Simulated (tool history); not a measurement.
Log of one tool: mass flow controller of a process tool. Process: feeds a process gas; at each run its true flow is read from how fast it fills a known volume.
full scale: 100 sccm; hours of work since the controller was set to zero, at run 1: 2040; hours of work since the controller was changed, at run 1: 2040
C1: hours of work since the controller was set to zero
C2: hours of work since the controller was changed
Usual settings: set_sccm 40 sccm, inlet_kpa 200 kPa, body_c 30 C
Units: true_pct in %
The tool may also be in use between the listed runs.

run 1 hour=0.0 | set_sccm=40 inlet_kpa=200 body_c=30 | C1=2040 C2=2040 | true_pct=98.90
run 2 hour=85.1 | set_sccm=40 inlet_kpa=191 body_c=30 | C1=2091 C2=2091 | true_pct=98.96
run 3 hour=235.3 | set_sccm=83 inlet_kpa=191 body_c=30 | C1=2181 C2=2181 | true_pct=99.67
run 4 hour=348.9 | set_sccm=66 inlet_kpa=200 body_c=30 | C1=2249 C2=2249 | true_pct=99.51
run 5 hour=480.3 | set_sccm=66 inlet_kpa=200 body_c=30 | C1=2328 C2=2328 | true_pct=99.46
run 6 hour=559.6 | set_sccm=66 inlet_kpa=200 body_c=30 | C1=2375 C2=2375 | true_pct=99.52
run 7 hour=668.7 | set_sccm=66 inlet_kpa=200 body_c=30 | C1=2440 C2=2440 | true_pct=99.52
run 8 hour=836.4 | set_sccm=66 inlet_kpa=200 body_c=30 | C1=2541 C2=2541 | true_pct=99.58
run 9 hour=948.0 | set_sccm=49 inlet_kpa=200 body_c=30 | C1=2608 C2=2608 | true_pct=99.07
run 10 hour=1025.0 | set_sccm=49 inlet_kpa=200 body_c=30 | C1=2654 C2=2654 | true_pct=99.02
run 11 hour=1177.7 | set_sccm=49 inlet_kpa=200 body_c=30 | C1=2745 C2=2745 | true_pct=99.12
run 12 hour=1279.5 | set_sccm=49 inlet_kpa=200 body_c=30 | C1=2806 C2=2806 | true_pct=99.10
run 13 hour=1415.6 | set_sccm=49 inlet_kpa=200 body_c=30 | C1=2888 C2=2888 | true_pct=99.24
run 14 hour=1490.4 | set_sccm=40 inlet_kpa=248 body_c=30 | C1=2933 C2=2933 | true_pct=99.19
run 15 hour=1613.5 | set_sccm=22 inlet_kpa=248 body_c=30 | C1=3006 C2=3006 | true_pct=98.72
run 16 hour=1746.2 | set_sccm=40 inlet_kpa=200 body_c=21 | C1=3086 C2=3086 | true_pct=98.54
run 17 hour=1898.4 | set_sccm=40 inlet_kpa=200 body_c=21 | C1=3177 C2=3177 | true_pct=98.58
run 18 hour=2007.4 | set_sccm=40 inlet_kpa=200 body_c=21 | C1=3242 C2=3242 | true_pct=98.41
run 19 hour=2168.8 | set_sccm=40 inlet_kpa=200 body_c=21 | C1=3339 C2=3339 | true_pct=98.36
run 20 hour=2294.5 | set_sccm=69 inlet_kpa=200 body_c=21 | C1=3414 C2=3414 | true_pct=99.13
run 21 hour=2459.7 | set_sccm=69 inlet_kpa=200 body_c=21 | C1=3513 C2=3513 | true_pct=99.18
run 22 hour=2617.9 | set_sccm=69 inlet_kpa=200 body_c=21 | C1=3608 C2=3608 | true_pct=99.07
run 23 hour=2719.3 | set_sccm=69 inlet_kpa=200 body_c=21 | C1=3669 C2=3669 | true_pct=99.27
run 24 hour=2804.4 | set_sccm=40 inlet_kpa=200 body_c=37 | C1=3720 C2=3720 | true_pct=99.28
run 25 hour=2917.1 | set_sccm=40 inlet_kpa=200 body_c=30 | C1=3787 C2=3787 | true_pct=98.92
run 26 hour=3071.3 | set_sccm=40 inlet_kpa=200 body_c=30 | C1=3880 C2=3880 | true_pct=98.96
run 27 hour=3221.5 | set_sccm=81 inlet_kpa=167 body_c=20 | C1=3970 C2=3970 | true_pct=99.14
run 28 hour=3336.1 | set_sccm=53 inlet_kpa=167 body_c=29 | C1=4038 C2=4038 | true_pct=99.05
run 29 hour=3443.7 | set_sccm=26 inlet_kpa=240 body_c=31 | C1=4103 C2=4103 | true_pct=98.78
run 30 hour=3555.5 | set_sccm=26 inlet_kpa=240 body_c=31 | C1=4170 C2=4170 | true_pct=98.82
run 31 hour=3633.9 | set_sccm=26 inlet_kpa=240 body_c=31 | C1=4217 C2=4217 | true_pct=98.65
run 32 hour=3753.0 | set_sccm=26 inlet_kpa=240 body_c=31 | C1=4288 C2=4288 | true_pct=98.90
run 33 hour=3831.4 | set_sccm=35 inlet_kpa=143 body_c=23 | C1=4335 C2=4335 | true_pct=98.25
run 34 hour=3925.9 | set_sccm=15 inlet_kpa=232 body_c=23 | C1=4392 C2=4392 | true_pct=98.10
run 35 hour=4047.2 | set_sccm=80 inlet_kpa=257 body_c=28 | C1=4465 C2=4465 | true_pct=99.97
run 36 hour=4209.1 | set_sccm=17 inlet_kpa=188 body_c=27 | C1=4562 C2=4562 | true_pct=98.23
run 37 hour=4358.8 | set_sccm=17 inlet_kpa=188 body_c=27 | C1=4651 C2=4651 | true_pct=98.35
run 38 hour=4495.7 | set_sccm=20 inlet_kpa=206 body_c=23 | C1=4733 C2=4733 | true_pct=98.25
run 39 hour=4574.9 | set_sccm=40 inlet_kpa=148 body_c=24 | C1=4781 C2=4781 | true_pct=98.39
run 40 hour=4662.0 | set_sccm=40 inlet_kpa=147 body_c=30 | C1=4833 C2=4833 | true_pct=98.77
run 41 hour=4802.9 | set_sccm=11 inlet_kpa=159 body_c=36 | C1=4917 C2=4917 | true_pct=98.51
run 42 hour=4941.5 | set_sccm=40 inlet_kpa=245 body_c=20 | C1=5000 C2=5000 | true_pct=98.55
run 43 hour=5090.3 | set_sccm=45 inlet_kpa=213 body_c=22 | C1=5089 C2=5089 | true_pct=98.71
run 44 hour=5170.5 | set_sccm=18 inlet_kpa=150 body_c=22 | C1=5137 C2=5137 | true_pct=97.89
run 45 hour=5303.3 | set_sccm=40 inlet_kpa=244 body_c=27 | C1=5217 C2=5217 | true_pct=98.86
run 46 hour=5437.4 | set_sccm=67 inlet_kpa=244 body_c=32 | C1=5297 C2=5297 | true_pct=99.74
run 47 hour=5566.3 | set_sccm=13 inlet_kpa=186 body_c=39 | C1=5375 C2=5375 | true_pct=98.75
run 48 hour=5718.6 | set_sccm=23 inlet_kpa=200 body_c=30 | C1=5466 C2=5466 | true_pct=98.43
run 49 hour=5795.5 | set_sccm=31 inlet_kpa=211 body_c=37 | C1=5512 C2=5512 | true_pct=99.13

Forecast each of these 3 alternatives for the next run:
-- hour=5907.3 controller exchanged for a calibrated one
run A hour=5929.4 | set_sccm=60 inlet_kpa=183 body_c=23 | C1=13 C2=13 | true_pct=?
-- hour=5907.3 controller exchanged for a calibrated one
run B hour=5929.4 | set_sccm=22 inlet_kpa=211 body_c=22 | C1=13 C2=13 | true_pct=?
-- hour=5907.3 controller exchanged for a calibrated one
run C hour=5929.4 | set_sccm=23 inlet_kpa=153 body_c=30 | C1=13 C2=13 | true_pct=?

run=A true_pct=98.99
run=B true_pct=98.30
run=C true_pct=98.37
Without the tool's hidden state the same runs would have given:
run=A true_pct=98.99
run=B true_pct=98.30
run=C true_pct=98.37
